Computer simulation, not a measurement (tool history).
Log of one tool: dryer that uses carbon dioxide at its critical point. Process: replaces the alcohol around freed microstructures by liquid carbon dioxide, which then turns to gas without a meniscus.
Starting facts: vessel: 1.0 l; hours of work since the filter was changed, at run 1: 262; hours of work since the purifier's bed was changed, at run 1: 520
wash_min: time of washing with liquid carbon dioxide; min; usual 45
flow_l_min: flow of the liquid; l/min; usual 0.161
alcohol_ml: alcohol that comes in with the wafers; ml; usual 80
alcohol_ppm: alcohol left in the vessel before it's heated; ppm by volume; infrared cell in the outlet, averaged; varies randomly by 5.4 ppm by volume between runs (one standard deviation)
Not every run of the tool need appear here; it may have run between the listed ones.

run	hour	wash_min	flow_l_min	alcohol_ml	hours of work since the filter was changed	hours of work since the purifier's bed was changed	alcohol_ppm
1	0	45	0.161	80	262	520	255
2	36.8	35	0.161	80	288	545	821
3	60.3	35	0.161	80	304	561	828
4	81.2	35	0.161	80	318	575	842
5	113.2	35	0.161	80	340	597	861
6	129.8	35	0.161	80	352	609	877
7	162.3	35	0.161	80	374	631	904
8	182.5	45	0.161	32	388	645	159
9	219.4	45	0.161	32	413	670	169
10	256.8	45	0.161	32	439	696	164
11	277.8	45	0.161	32	453	711	181
12	303.7	45	0.161	32	471	728	177
# hour 339: inlet filter changed
13	340.5	45	0.161	32	1	753	130
14	358.9	28	0.126	117	14	766	5728
15	388.3	28	0.126	117	34	786	5592
16	411.9	39	0.126	117	50	802	1841
17	446	29	0.228	75	74	825	299
18	476.2	69	0.256	57	94	846	84
19	506.3	51	0.235	108	115	867	87
20	527.3	43	0.126	57	129	881	693
21	548	43	0.126	57	144	896	696

3 ways to go on from here, each from the tool as it stands after run 21. What would each give?
A	563.9	64	0.184	80	155	907	?
B	563.9	45	0.24	80	155	907	?
C	563.9	43	0.177	37	155	907	?

run	alcohol_ppm
A	86
B	93
C	144
With no hidden state in the tool, these same runs would have given:
run	alcohol_ppm
A	2
B	5
C	47
